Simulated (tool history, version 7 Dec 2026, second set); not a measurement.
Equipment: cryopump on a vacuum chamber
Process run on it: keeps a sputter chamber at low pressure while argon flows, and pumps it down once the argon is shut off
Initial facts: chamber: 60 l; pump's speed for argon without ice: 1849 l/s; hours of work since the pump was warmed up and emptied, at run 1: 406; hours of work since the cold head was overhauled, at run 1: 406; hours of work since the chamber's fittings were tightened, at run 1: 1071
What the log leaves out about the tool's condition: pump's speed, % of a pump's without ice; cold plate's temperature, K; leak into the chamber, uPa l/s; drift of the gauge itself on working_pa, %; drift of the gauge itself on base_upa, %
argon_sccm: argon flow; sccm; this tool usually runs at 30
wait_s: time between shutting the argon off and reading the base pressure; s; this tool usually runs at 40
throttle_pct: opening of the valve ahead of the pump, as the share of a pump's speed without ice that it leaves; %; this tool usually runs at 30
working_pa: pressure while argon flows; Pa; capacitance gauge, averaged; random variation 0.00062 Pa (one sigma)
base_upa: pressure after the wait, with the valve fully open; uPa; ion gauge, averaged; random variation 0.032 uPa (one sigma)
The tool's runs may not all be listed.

run,day,argon_sccm,wait_s,throttle_pct,hours of work since the pump was warmed up and emptied,hours of work since the cold head was overhauled,hours of work since the chamber's fittings were tightened,working_pa,base_upa
1,0.000,30,40,30,406,406,1071,0.0951,2.49
2,0.883,19,40,30,422,422,1087,0.0608,2.56
3,1.783,19,40,30,438,438,1103,0.0605,2.50
4,3.088,30,40,30,462,462,1126,0.0955,2.60
5,4.017,30,40,30,479,479,1143,0.0939,2.59
6,5.304,30,40,30,502,502,1166,0.0957,2.64
7,6.646,30,40,30,526,526,1190,0.0953,2.59
8,7.271,23,40,30,537,537,1202,0.0730,2.61
9,8.100,22,40,30,552,552,1217,0.0698,2.64
# day 8.546: leaking fittings of the chamber tightened, without venting
10,8.979,29,40,30,566,566,8,0.0929,1.68
11,9.696,30,40,30,579,579,21,0.0954,1.60
12,10.929,30,40,59,602,602,43,0.0498,1.73
13,11.579,30,40,59,613,613,55,0.0507,1.73
14,12.733,30,40,59,634,634,75,0.0504,1.71
15,13.383,13,40,30,646,646,87,0.0408,1.75
16,14.188,13,40,30,660,660,102,0.0419,1.77
17,15.029,13,40,30,676,676,117,0.0406,1.72
18,15.658,54,40,30,687,687,128,0.1737,1.79
19,16.483,22,40,24,702,702,143,0.0871,1.78
20,17.504,25,174,30,720,720,161,0.0799,0.67
21,18.321,18,171,55,735,735,176,0.0325,0.74
22,19.250,19,40,29,752,752,193,0.0643,1.85

Forecast each of these 4 alternatives for the next run:
A,20.483,23,122,40,774,774,215,?,?
B,20.483,19,24,24,774,774,215,?,?
C,20.483,43,42,29,774,774,215,?,?
D,20.483,30,113,38,774,774,215,?,?

run,working_pa,base_upa
A,0.0566,0.89
B,0.0765,2.87
C,0.1418,1.76
D,0.0774,0.87
Without the tool's hidden state the same runs would have given:
run,working_pa,base_upa
A,0.0528,0.66
B,0.0733,2.64
C,0.1347,1.54
D,0.0723,0.65

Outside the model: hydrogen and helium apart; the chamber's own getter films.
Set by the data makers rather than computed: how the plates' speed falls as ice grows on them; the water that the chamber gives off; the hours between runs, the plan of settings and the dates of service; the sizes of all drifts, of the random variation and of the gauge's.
